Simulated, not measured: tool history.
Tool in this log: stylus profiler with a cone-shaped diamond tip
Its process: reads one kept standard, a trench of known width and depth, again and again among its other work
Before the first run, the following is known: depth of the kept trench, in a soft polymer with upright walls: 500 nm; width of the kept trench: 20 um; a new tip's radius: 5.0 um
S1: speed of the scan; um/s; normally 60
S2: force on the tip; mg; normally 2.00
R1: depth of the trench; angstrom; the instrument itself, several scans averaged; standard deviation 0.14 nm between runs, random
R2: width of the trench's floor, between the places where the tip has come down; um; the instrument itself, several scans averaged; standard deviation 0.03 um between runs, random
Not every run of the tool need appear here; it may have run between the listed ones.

run	hour	S1	S2	R1	R2
1	0.0	60	2.00	5071.4	14.96
2	13.5	60	2.00	5074.4	15.04
3	30.5	60	2.00	5074.7	14.98
4	46.7	67	2.00	5073.4	14.92
5	55.4	60	2.00	5071.3	15.01
6	73.9	60	2.00	5075.9	14.94
7	90.7	32	2.00	5073.8	15.14
8	101.0	33	2.00	5077.1	15.06
9	112.5	33	2.00	5074.0	15.09
10	127.5	33	2.00	5076.8	14.99
11	143.6	128	0.88	5048.7	14.04
12	154.4	18	2.64	5088.8	15.08
13	168.3	30	5.40	5138.4	15.08
14	177.1	173	1.67	5067.3	14.07
15	190.6	114	2.83	5095.9	14.60
16	209.8	114	2.83	5095.0	14.62
17	223.5	62	1.59	5066.3	14.71

Branching from run 17: 4 alternative next runs. What would each branch give?
A	238.8	20	2.22	?	?
B	238.8	22	1.59	?	?
C	238.8	60	2.48	?	?
D	238.8	62	3.16	?	?

run	R1	R2
A	5083.5	14.95
B	5065.7	15.01
C	5089.5	14.84
D	5100.6	14.80
What these runs would have given with no unlogged condition in the tool:
run	R1	R2
A	5075.2	15.47
B	5057.4	15.52
C	5081.1	15.35
D	5092.2	15.32
